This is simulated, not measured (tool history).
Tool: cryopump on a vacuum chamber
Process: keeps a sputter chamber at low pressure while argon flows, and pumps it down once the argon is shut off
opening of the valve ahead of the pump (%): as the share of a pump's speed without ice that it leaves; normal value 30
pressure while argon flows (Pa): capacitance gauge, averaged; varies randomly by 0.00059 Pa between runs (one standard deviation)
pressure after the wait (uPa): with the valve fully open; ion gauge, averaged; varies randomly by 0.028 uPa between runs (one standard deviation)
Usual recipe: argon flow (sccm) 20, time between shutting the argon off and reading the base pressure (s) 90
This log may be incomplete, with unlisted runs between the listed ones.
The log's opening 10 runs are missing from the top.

run	hour	argon flow (sccm)	time between shutting the argon off and reading the base pressure (s)	opening of the valve ahead of the pump (%)	hours of work since the pump was warmed up and emptied	hours of work since the cold head was overhauled	hours of work since the chamber's fittings were tightened	pressure while argon flows (Pa)	pressure after the wait (uPa)
11	164.0	15	90	30	562	562	1676	0.0648	2.52
12	175.2	20	90	30	572	572	1685	0.0861	2.52
13	196.1	20	90	30	589	589	1703	0.0850	2.51
14	207.4	20	90	30	599	599	1712	0.0858	2.54
15	219.6	20	90	20	609	609	1722	0.1260	2.60
16	232.8	20	90	20	620	620	1734	0.1259	2.56
17	248.8	20	90	20	633	633	1747	0.1274	2.63
18	264.5	20	90	20	647	647	1760	0.1274	2.65
19	276.1	25	32	26	656	656	1770	0.1243	4.62
20	288.1	25	32	26	666	666	1780	0.1238	4.56
21	299.2	25	129	57	676	676	1789	0.0610	2.40
22	308.8	25	66	51	684	684	1797	0.0679	3.12
23	321.6	25	66	51	695	695	1808	0.0679	3.13
24	333.2	25	66	51	704	704	1818	0.0675	3.00
25	351.3	25	66	51	720	720	1833	0.0686	3.10
26	363.2	10	232	16	730	730	1843	0.0790	2.10
27	378.0	10	232	24	742	742	1856	0.0539	2.15
28	389.8	14	29	43	752	752	1866	0.0440	4.98
29	402.8	37	29	40	763	763	1877	0.1256	5.01
30	415.1	37	29	40	773	773	1887	0.1257	5.24
31	425.1	20	71	22	782	782	1895	0.1190	3.06
32	435.7	20	185	25	791	791	1904	0.1027	2.28
33	454.9	20	90	26	807	807	1920	0.1004	2.89
# hour 465.0: pump warmed up, emptied and cooled again
34	474.9	20	90	26	8	819	1933	0.0932	2.46

Forecast each of these 4 alternatives for the next run:
A	489.3	20	84	26	21	832	1945	?	?
B	489.3	13	90	30	21	832	1945	?	?
C	489.3	11	90	44	21	832	1945	?	?
D	489.3	20	90	38	21	832	1945	?	?

run	pressure while argon flows (Pa)	pressure after the wait (uPa)
A	0.0925	2.58
B	0.0523	2.43
C	0.0297	2.46
D	0.0638	2.47
What these runs would have given with no unlogged condition in the tool:
run	pressure while argon flows (Pa)	pressure after the wait (uPa)
A	0.0918	1.40
B	0.0518	1.26
C	0.0293	1.28
D	0.0631	1.30
